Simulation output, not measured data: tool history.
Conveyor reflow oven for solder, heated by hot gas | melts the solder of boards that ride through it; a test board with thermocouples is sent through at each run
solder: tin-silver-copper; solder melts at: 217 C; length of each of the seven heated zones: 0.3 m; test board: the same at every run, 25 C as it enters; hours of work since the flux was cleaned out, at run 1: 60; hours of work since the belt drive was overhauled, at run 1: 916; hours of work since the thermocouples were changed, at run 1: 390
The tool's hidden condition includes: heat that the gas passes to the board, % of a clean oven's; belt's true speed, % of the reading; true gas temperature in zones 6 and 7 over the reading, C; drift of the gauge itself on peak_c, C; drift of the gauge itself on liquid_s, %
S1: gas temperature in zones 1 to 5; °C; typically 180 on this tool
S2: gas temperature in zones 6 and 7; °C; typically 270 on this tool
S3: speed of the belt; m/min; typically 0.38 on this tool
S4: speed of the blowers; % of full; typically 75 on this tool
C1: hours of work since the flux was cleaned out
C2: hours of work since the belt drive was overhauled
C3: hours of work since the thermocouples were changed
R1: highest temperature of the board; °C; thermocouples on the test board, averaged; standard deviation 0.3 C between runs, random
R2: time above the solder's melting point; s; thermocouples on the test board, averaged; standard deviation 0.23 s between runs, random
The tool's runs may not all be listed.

run   hour   S1   S2     S3  S4   C1   C2   C3     R1    R2
  1      0  180  270   0.38  75   60  916  390  256.3  78.2
  2   31.7  180  270   0.38  75   76  932  406  256.1  78.1
  3   69.7  180  270   0.38  75   94  950  424  255.6    78
  4  101.4  180  270   0.38  75  110  965  439  255.6    78
     132.2  -- belt drive overhauled, speed set with a stopwatch
  5  135.9  180  270   0.38  75  124    2  454  255.7  78.5
  6  161.7  180  270   0.38  75  137   14  467    256  78.8
  7  199.2  180  270   0.38  75  155   33  485    256  78.1
  8    226  187  270   0.38  75  168   46  498  256.8  83.1
  9  260.1  187  282   0.38  75  185   62  515    267  89.2
     267.4  -- belt drive overhauled, speed set with a stopwatch, once more
 10  296.1  187  282   0.38  75  200   14  530    267  87.1
 11    327  187  282   0.38  75  215   29  545  266.3  87.3
 12  362.5  180  270   0.38  75  232   46  562  254.8  75.8
 13    395  182  269   0.38  75  248   62  578  253.6  76.6
 14  427.3  182  269   0.38  75  264   78  594  254.1  76.4
 15  465.2  167  272  0.312  67  282   96  612  258.2  90.5
 16  502.4  167  272  0.312  67  300  114  630  258.1  90.7
 17  531.4  180  274  0.384  75  314  128  644  257.9  77.4
 18  549.6  174  282   0.44  52  323  137  653  249.8  56.4
 19  582.6  193  270   0.38  75  339  153  669  255.7  84.2
 20  606.6  178  270  0.348  75  351  165  681  256.1    84
 21  629.6  178  270  0.348  75  362  176  692  256.7  84.2
 22  667.7  175  278   0.46  77  381  194  710  254.2  58.6
 23  700.8  175  266   0.46  77  397  210  727  244.3  50.4

What differs in the tool's unlogged condition from the final listed run ahead of each entry between runs to the first listed run following it?
From run 4 to run 5: belt drive overhauled, speed set with a stopwatch (hour 132.2)
  heat that the gas passes to the board, % of a clean oven's: 98.2 -> 98; belt's true speed, % of the reading: 98.66 -> 98; true gas temperature in zones 6 and 7 over the reading, C: -1.42 -> -1.47
  what was measured, less what the result would be without the hidden state, R1: -1.3 -> -1.2 °C; R2: +0.2 -> +0.7 s
From run 9 to run 10: belt drive overhauled, speed set with a stopwatch, once more (hour 267.4)
  heat that the gas passes to the board, % of a clean oven's: 97.2 -> 97; belt's true speed, % of the reading: 97.9 -> 99.98; true gas temperature in zones 6 and 7 over the reading, C: -1.66 -> -1.7
  what was measured, less what the result would be without the hidden state, R1: -1.5 -> -2.2 °C; R2: +1.1 -> -1.2 s

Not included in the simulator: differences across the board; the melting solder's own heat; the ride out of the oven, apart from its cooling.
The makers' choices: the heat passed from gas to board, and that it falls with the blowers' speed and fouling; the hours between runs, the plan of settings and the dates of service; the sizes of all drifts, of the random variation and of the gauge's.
